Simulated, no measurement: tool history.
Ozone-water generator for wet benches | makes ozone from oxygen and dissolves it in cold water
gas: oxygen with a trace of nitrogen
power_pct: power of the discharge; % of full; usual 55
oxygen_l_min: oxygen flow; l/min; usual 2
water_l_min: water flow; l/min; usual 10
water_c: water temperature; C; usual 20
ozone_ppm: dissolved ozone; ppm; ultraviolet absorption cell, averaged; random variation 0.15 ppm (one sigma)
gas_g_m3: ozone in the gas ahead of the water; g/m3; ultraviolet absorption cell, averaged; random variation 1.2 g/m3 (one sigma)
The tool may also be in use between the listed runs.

| run | hour | power_pct | oxygen_l_min | water_l_min | water_c | ozone_ppm | gas_g_m3 |
|---|---|---|---|---|---|---|---|
| 1 | 0 | 55 | 2 | 10 | 20 | 18.8 | 208.2 |
| 2 | 39.1 | 55 | 2 | 10 | 20 | 18.8 | 208.3 |
| 3 | 132.2 | 55 | 2 | 10 | 20 | 18.9 | 210 |
| 4 | 175.1 | 98 | 2 | 10 | 20 | 25.7 | 279.6 |
| 5 | 244.5 | 98 | 2 | 10 | 20 | 25.6 | 279.9 |
| 6 | 286.3 | 98 | 2 | 10 | 20 | 25.5 | 278.1 |
| 7 | 333.1 | 55 | 2 | 10 | 25 | 17.9 | 208 |
| 8 | 376.3 | 79 | 2 | 10 | 25 | 21.3 | 249.8 |
| 9 | 417.3 | 55 | 1.69 | 10 | 20 | 19 | 231.7 |
| 10 | 501.9 | 55 | 1.69 | 10 | 20 | 19 | 232.6 |
| 11 | 566.8 | 55 | 1.69 | 10 | 20 | 19.4 | 232.3 |
| 12 | 615 | 55 | 1.69 | 10 | 20 | 18.8 | 228.8 |
| 13 | 680.1 | 55 | 1.69 | 10 | 20 | 18.9 | 231.7 |
| 14 | 760.4 | 55 | 1.69 | 10 | 20 | 19 | 231.1 |
| 15 | 822.4 | 55 | 1.69 | 10 | 20 | 18.9 | 229.3 |
| 16 | 873.1 | 55 | 1.69 | 10 | 20 | 19.1 | 229.2 |
| 17 | 963.9 | 83 | 1.43 | 13 | 15 | 19.6 | 315.1 |
| 18 | 1033.6 | 83 | 1.43 | 13 | 15 | 19.6 | 319.7 |
| 19 | 1079.7 | 48 | 1.22 | 12 | 13 | 15.8 | 265.1 |
| 20 | 1152.6 | 48 | 1.92 | 11 | 20 | 16.1 | 198.1 |
| 21 | 1237 | 75 | 1.07 | 11 | 20 | 20 | 361.1 |
| 22 | 1289.2 | 75 | 1.07 | 11 | 20 | 20.3 | 360.4 |
| 23 | 1362.6 | 75 | 1.68 | 11 | 17 | 21.3 | 269.8 |
| 24 | 1429.3 | 44 | 3.2 | 6 | 27 | 18.3 | 133.5 |
| 25 | 1503.6 | 42 | 2 | 8 | 20 | 19.1 | 176.6 |
| 26 | 1568.2 | 99 | 1.08 | 8 | 24 | 29.3 | 414.1 |
| 27 | 1648.6 | 99 | 1.08 | 8 | 24 | 29.4 | 411.2 |
| 28 | 1710.5 | 99 | 1.08 | 8 | 24 | 30 | 415.3 |
| 29 | 1754.2 | 86 | 2.91 | 13 | 24 | 17.9 | 199.3 |
| 30 | 1804.6 | 85 | 1.07 | 9 | 14 | 27.1 | 384 |
| 31 | 1851.5 | 85 | 1.07 | 9 | 14 | 26.9 | 382.9 |
| 32 | 1919.4 | 55 | 2 | 9 | 20 | 20.3 | 202.3 |

5 ways to go on from here, each from the tool as it stands after run 32. What would each give?
| A | 2011.4 | 88 | 2 | 9 | 20 | ? | ? |
| B | 2011.4 | 41 | 2 | 9 | 18 | ? | ? |
| C | 2011.4 | 50 | 2 | 9 | 27 | ? | ? |
| D | 2011.4 | 75 | 1.74 | 10 | 20 | ? | ? |
| E | 2011.4 | 55 | 1.42 | 10 | 20 | ? | ? |

| run | ozone_ppm | gas_g_m3 |
|---|---|---|
| A | 26.2 | 258.1 |
| B | 17.9 | 175.6 |
| C | 17.8 | 192 |
| D | 22.3 | 261.1 |
| E | 18.7 | 253.3 |
Without the tool's hidden state the same runs would have given:
| run | ozone_ppm | gas_g_m3 |
|---|---|---|
| A | 26.2 | 265.2 |
| B | 18 | 180.3 |
| C | 17.8 | 197.2 |
| D | 22.4 | 268.3 |
| E | 18.8 | 260.2 |

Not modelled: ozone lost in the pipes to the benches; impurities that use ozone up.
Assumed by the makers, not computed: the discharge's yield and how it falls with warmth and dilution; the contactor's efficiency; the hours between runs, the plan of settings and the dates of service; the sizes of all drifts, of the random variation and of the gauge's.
